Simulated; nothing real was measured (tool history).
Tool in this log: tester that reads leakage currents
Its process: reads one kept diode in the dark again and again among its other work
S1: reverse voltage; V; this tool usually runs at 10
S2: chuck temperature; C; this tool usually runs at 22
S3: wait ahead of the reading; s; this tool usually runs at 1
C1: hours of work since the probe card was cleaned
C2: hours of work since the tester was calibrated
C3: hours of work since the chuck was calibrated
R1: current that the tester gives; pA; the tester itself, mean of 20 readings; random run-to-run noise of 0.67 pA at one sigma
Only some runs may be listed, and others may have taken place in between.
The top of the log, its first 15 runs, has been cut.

run	hour	S1	S2	S3	C1	C2	C3	R1
16	621.1	10	22	5.25	1826	1395	1185	216.14
17	677.8	10	22	5.25	1855	1424	1215	217.85
18	714.9	10	22	5.25	1875	1444	1235	216.8
19	742.2	4.9	22	1	1889	1458	1249	144.61
20	776.4	4.9	22	1	1907	1476	1267	144.53
21	818.4	5.3	56	0.38	1929	1498	1289	1483.27
22	853.7	10	47	0.74	1948	1517	1308	1193.9
23	896.1	13.3	22	2.24	1970	1539	1330	256.01
24	953.5	2.4	25	6.3	2000	1569	1360	119.82
25	1005.9	10	33	1.65	2028	1597	1388	468.14
26	1063.6	10	33	1.65	2058	1627	1418	467.62
27	1088.8	1.7	22	1	2071	1640	1431	79.4
28	1142.2	9.6	29	2.59	2099	1668	1459	343.81
29	1172.4	9.6	29	2.59	2115	1684	1475	345.39
30	1200.6	1.4	25	0.67	2130	1699	1490	88.12
31	1227.5	13.9	41	1.49	2144	1713	1504	954.4
32	1282.2	3.8	22	1.88	2173	1742	1533	124.54

What will run 33 give?
33	1317.9	1.6	30	1.56	2192	1761	1551	?

R1: 135.87 pA
Take away the tool's hidden state, keep the run-to-run variation as it was, and the same run would have given R1 149.54 pA.

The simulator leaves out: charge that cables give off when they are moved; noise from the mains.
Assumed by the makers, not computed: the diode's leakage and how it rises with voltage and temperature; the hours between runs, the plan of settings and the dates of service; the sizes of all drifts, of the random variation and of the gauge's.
